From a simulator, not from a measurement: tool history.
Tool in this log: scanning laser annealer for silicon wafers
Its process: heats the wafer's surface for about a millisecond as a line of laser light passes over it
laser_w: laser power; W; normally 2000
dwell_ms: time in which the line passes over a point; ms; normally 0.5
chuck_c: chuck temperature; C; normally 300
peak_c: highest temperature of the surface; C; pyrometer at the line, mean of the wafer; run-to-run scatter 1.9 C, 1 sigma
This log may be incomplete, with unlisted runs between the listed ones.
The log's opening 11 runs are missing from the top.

run	day	laser_w	dwell_ms	chuck_c	hours of work since the window was cleaned	hours of work since the power meter was calibrated	hours of work since the optics were aligned	peak_c
12	6.117	2154	0.5	300	570	312	129	1134
13	6.538	2000	0.5	294	575	316	134	1064
14	6.888	2000	0.5	294	579	320	137	1064
15	7.371	2000	0.5	294	584	325	143	1060
# day 7.533: window over the wafer cleaned
16	7.875	2000	0.5	294	4	330	147	1100
17	8.483	2000	0.503	300	11	337	154	1107
18	9.179	1804	0.356	322	18	345	162	935
19	9.671	1735	0.363	317	24	350	167	909
20	9.958	1798	0.5	307	27	353	170	1023
21	10.371	1798	0.5	279	31	358	175	991
22	10.692	1798	0.5	279	35	361	179	992
23	11.146	2000	0.393	300	40	366	184	1019
24	11.704	2000	0.393	300	46	372	190	1017
25	12.162	2000	0.393	300	51	377	195	1020
26	12.675	2000	0.376	329	57	383	201	1031
27	12.988	2000	0.376	329	60	387	204	1035
28	13.683	2000	0.376	329	68	394	212	1033
29	14.162	1778	0.585	326	73	400	217	1077
30	14.833	2000	0.503	300	81	407	224	1101
31	15.262	1868	0.422	310	85	412	229	994
32	15.554	2198	0.5	311	89	415	232	1202
33	16.125	2198	0.5	311	95	421	239	1199
34	16.708	2198	0.5	311	101	428	245	1195

Here are 5 independent what-if runs from the current tool condition. What would each one return?
A	17.192	2000	0.465	267	107	433	250	?
B	17.192	2000	0.523	276	107	433	250	?
C	17.192	1861	0.5	268	107	433	250	?
D	17.192	2136	0.369	312	107	433	250	?
E	17.192	2000	0.379	331	107	433	250	?

run	peak_c
A	1036
B	1092
C	1005
D	1061
E	1036
With the hidden condition removed and each run's random variation left untouched, the same runs would have given:
run	peak_c
A	1050
B	1107
C	1018
D	1075
E	1049
